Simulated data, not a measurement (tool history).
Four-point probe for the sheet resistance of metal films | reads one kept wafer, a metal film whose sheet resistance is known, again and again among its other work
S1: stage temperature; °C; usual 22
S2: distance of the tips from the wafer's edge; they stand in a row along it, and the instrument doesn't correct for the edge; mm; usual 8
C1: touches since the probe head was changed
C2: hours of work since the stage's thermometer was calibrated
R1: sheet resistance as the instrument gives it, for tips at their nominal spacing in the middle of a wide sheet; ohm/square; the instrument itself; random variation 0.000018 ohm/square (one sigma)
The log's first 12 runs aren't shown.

| run | day | S1 | S2 | C1 | C2 | R1 |
|---|---|---|---|---|---|---|
| 13 | 31.429 | 19 | 7 | 78782 | 642 | 0.091716 |
| 14 | 35.121 | 19 | 7 | 83363 | 697 | 0.091658 |
| 15 | 38.371 | 19 | 7 | 87387 | 746 | 0.091618 |
| 16 | 41.604 | 19 | 7 | 91398 | 794 | 0.091569 |
| 17 | 45.442 | 19 | 7 | 96157 | 852 | 0.091539 |
| 18 | 48.238 | 22 | 31 | 99625 | 894 | 0.091031 |
| 19 | 52.075 | 22 | 42 | 104379 | 952 | 0.090987 |
| 20 | 55.033 | 24 | 42 | 108048 | 996 | 0.090794 |
| 21 | 56.933 | 24 | 57 | 110406 | 1025 | 0.090760 |
| 22 | 60.508 | 24 | 57 | 114838 | 1078 | 0.090758 |
| 23 | 62.321 | 24 | 57 | 117082 | 1106 | 0.090703 |
| 24 | 64.517 | 33 | 9 | 119807 | 1139 | 0.090145 |
| 25 | 66.575 | 33 | 9 | 122356 | 1169 | 0.090116 |
| 26 | 68.346 | 22 | 19 | 124555 | 1196 | 0.090817 |
| 27 | 71.933 | 29 | 17 | 129004 | 1250 | 0.090245 |
| 28 | 74.254 | 29 | 17 | 131879 | 1285 | 0.090217 |
|  | 74.650 | new probe head fitted |
| 29 | 77.425 | 35 | 19 | 3443 | 1332 | 0.091235 |
| 30 | 79.508 | 29 | 14 | 6023 | 1363 | 0.091703 |
| 31 | 82.917 | 22 | 19 | 10249 | 1414 | 0.092189 |
| 32 | 85.217 | 22 | 19 | 13102 | 1449 | 0.092194 |
| 33 | 86.779 | 21 | 4 | 15040 | 1472 | 0.092956 |
| 34 | 90.404 | 21 | 4 | 19531 | 1527 | 0.092909 |
| 35 | 93.379 | 26 | 34 | 23220 | 1571 | 0.091706 |
| 36 | 95.496 | 26 | 34 | 25847 | 1603 | 0.091693 |
| 37 | 98.258 | 33 | 8 | 29274 | 1644 | 0.091340 |

3 ways to go on from here, each from the tool as it stands after run 37. What would each give?
| A | 101.208 | 28 | 7 | 32930 | 1689 | ? |
| B | 101.208 | 33 | 7 | 32930 | 1689 | ? |
| C | 101.208 | 33 | 8 | 32930 | 1689 | ? |

| run | R1 |
|---|---|
| A | 0.091732 |
| B | 0.091340 |
| C | 0.091271 |
Without the tool's hidden state the same runs would have given:
| run | R1 |
|---|---|
| A | 0.091963 |
| B | 0.091572 |
| C | 0.091503 |
